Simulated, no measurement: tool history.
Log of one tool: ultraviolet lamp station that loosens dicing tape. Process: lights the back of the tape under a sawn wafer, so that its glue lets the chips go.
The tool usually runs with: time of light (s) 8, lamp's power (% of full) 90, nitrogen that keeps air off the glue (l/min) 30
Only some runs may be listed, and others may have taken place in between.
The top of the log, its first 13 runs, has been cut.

run	day	time of light (s)	lamp's power (% of full)	nitrogen that keeps air off the glue (l/min)	hours of work of the lamp	hours of work since the window was cleaned	force that peels the tape off (N)	light that reached the tape (mJ/cm2)
14	12.171	8	90	30	257	285	0.713	362
15	13.042	8	69	30	271	299	1.379	276
16	14.058	5	90	30	287	316	2.032	230
17	14.921	9	63	30	301	330	1.288	282
18	15.525	11	91	34	311	340	0.258	500
19	16.679	11	69	26	330	358	0.79	376
20	17.475	4	75	17	343	371	4.617	144
21	18.708	5	71	17	363	391	4.03	177
22	19.804	7	90	13	381	409	2.139	311
23	21.025	10	90	55	401	429	0.258	438
24	22.229	8	89	42	420	449	0.632	348
25	22.846	8	89	42	430	459	0.651	347
# day 23.05: window cleaned of glue's vapour
26	23.962	12	90	30	448	15	0.231	543
27	24.975	8	79	30	464	31	1.017	317
28	25.608	14	68	19	475	42	0.578	480
29	26.8	14	68	19	494	61	0.624	473
30	28	13	61	10	514	80	1.587	395

Here are 5 independent what-if runs from the current tool condition. What would each one return?
A	28.588	6	90	19	523	90	?	?
B	28.588	13	87	30	523	90	?	?
C	28.588	13	72	10	523	90	?	?
D	28.588	13	61	29	523	90	?	?
E	28.588	7	65	30	523	90	?	?

run	force that peels the tape off (N)	light that reached the tape (mJ/cm2)
A	2.092	264
B	0.217	557
C	1.177	463
D	0.644	390
E	2.115	223
The same runs, with their run-to-run variation unchanged, on a tool lacking any hidden condition would have given:
run	force that peels the tape off (N)	light that reached the tape (mJ/cm2)
A	1.655	301
B	0.155	634
C	0.867	527
D	0.452	445
E	1.669	254
